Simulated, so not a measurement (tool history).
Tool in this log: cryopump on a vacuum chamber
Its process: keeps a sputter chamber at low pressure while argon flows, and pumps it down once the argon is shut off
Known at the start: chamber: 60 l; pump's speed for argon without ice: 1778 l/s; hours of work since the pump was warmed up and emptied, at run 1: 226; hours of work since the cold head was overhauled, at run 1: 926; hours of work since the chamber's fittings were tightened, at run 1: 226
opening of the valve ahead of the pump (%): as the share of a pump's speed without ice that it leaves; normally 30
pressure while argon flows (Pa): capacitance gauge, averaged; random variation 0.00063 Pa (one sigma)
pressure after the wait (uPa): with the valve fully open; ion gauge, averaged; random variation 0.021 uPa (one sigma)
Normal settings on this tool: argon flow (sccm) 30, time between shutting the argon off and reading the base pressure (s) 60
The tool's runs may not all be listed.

run    hour  argon flow (sccm)  time between shutting the argon off and reading the base pressure (s)  opening of the valve ahead of the pump (%)  hours of work since the pump was warmed up and emptied  hours of work since the cold head was overhauled  hours of work since the chamber's fittings were tightened  pressure while argon flows (Pa)  pressure after the wait (uPa)
  1       0                 30                                                                     60                                          30                                                     226                                               926                                                        226                           0.0963                           0.76
  2    50.5                 30                                                                    102                                          30                                                     252                                               953                                                        252                            0.098                           0.68
  3   107.5                 30                                                                    102                                          30                                                     282                                               983                                                        282                           0.0972                           0.71
  4   149.2                 30                                                                     60                                          30                                                     304                                              1004                                                        304                           0.0984                           0.88
  5   207.3                 30                                                                     60                                          30                                                     334                                              1035                                                        334                            0.098                           0.95
  6   256.6                 30                                                                    171                                          30                                                     360                                              1061                                                        360                           0.0991                           0.73
  7   302.2                 30                                                                    171                                          30                                                     384                                              1084                                                        384                            0.099                           0.73
  8   331.3                 30                                                                     60                                          19                                                     399                                              1100                                                        399                           0.1528                           0.99
  9     362                 30                                                                     60                                          19                                                     415                                              1116                                                        415                           0.1548                           0.96
 10   389.3                 13                                                                     60                                          30                                                     429                                              1130                                                        429                           0.0431                              1
 11   436.6                 27                                                                     60                                          30                                                     454                                              1155                                                        454                           0.0893                           1.03
 12   475.4                 30                                                                     60                                          46                                                     474                                              1175                                                        474                           0.0658                           1.09
 13   517.4                 30                                                                     60                                          46                                                     496                                              1197                                                        496                            0.067                           1.09
 14   541.8                 30                                                                     60                                          46                                                     509                                              1210                                                        509                           0.0668                           1.14
 15   586.8                 30                                                                     60                                          46                                                     532                                              1233                                                        532                           0.0674                           1.13
 16   610.8                 30                                                                     60                                          46                                                     545                                              1246                                                        545                           0.0665                           1.16
 17   661.1                 30                                                                     60                                          46                                                     571                                              1272                                                        571                           0.0678                           1.18
 18   717.5                 32                                                                     60                                          29                                                     601                                              1302                                                        601                           0.1118                           1.27
 19   752.3                 15                                                                    114                                          27                                                     619                                              1320                                                        619                            0.056                           1.15
 20   786.3                 24                                                                     25                                          35                                                     637                                              1338                                                        637                           0.0711                            1.7
 21   825.6                 37                                                                     83                                          30                                                     657                                              1358                                                        657                           0.1262                           1.27
 22   851.6                 37                                                                     83                                          30                                                     671                                              1372                                                        671                           0.1261                           1.28
 23   877.8                 30                                                                     78                                          30                                                     685                                              1385                                                        685                           0.1013                           1.24
      892.6  -- pump warmed up, emptied and cooled again
 24   936.7                 53                                                                    296                                          25                                                      23                                              1414                                                        713                           0.2024                           0.93
 25     989                 18                                                                     69                                          31                                                      50                                              1441                                                        740                           0.0557                           1.26
 26    1032                 30                                                                    100                                          30                                                      73                                              1464                                                        763                           0.0959                           1.16
 27    1085                 30                                                                    281                                          30                                                     101                                              1491                                                        790                            0.097                           1.05
 28  1133.8                 30                                                                    281                                          30                                                     126                                              1517                                                        816                           0.0958                            1.1
 29  1184.8                 30                                                                    281                                          30                                                     153                                              1543                                                        843                            0.098                           1.15
 30  1243.3                 21                                                                    178                                          47                                                     183                                              1574                                                        873                           0.0431                           1.22
 31  1268.2                 21                                                                    178                                          16                                                     196                                              1587                                                        886                           0.1259                           1.25
 32    1322                 12                                                                     60                                          30                                                     225                                              1615                                                        914                           0.0396                           1.48
 33  1359.1                 12                                                                     60                                          30                                                     244                                              1635                                                        934                           0.0398                           1.43

What if the next run were any one of these 4? Each begins from the tool's condition after run 33:
  A  1417.3                 30                                                                     60                                          16                                                     274                                              1665                                                        964                                ?                              ?
  B  1417.3                 18                                                                     30                                          30                                                     274                                              1665                                                        964                                ?                              ?
  C  1417.3                 30                                                                    111                                          30                                                     274                                              1665                                                        964                                ?                              ?
  D  1417.3                 47                                                                     60                                          30                                                     274                                              1665                                                        964                                ?                              ?

run  pressure while argon flows (Pa)  pressure after the wait (uPa)
  A                           0.1823                           1.54
  B                           0.0588                           1.72
  C                           0.0988                           1.34
  D                           0.1551                           1.52
With no hidden state in the tool, these same runs would have given:
run  pressure while argon flows (Pa)  pressure after the wait (uPa)
  A                           0.1792                           0.46
  B                           0.0569                           0.68
  C                           0.0957                           0.28
  D                           0.1503                           0.47

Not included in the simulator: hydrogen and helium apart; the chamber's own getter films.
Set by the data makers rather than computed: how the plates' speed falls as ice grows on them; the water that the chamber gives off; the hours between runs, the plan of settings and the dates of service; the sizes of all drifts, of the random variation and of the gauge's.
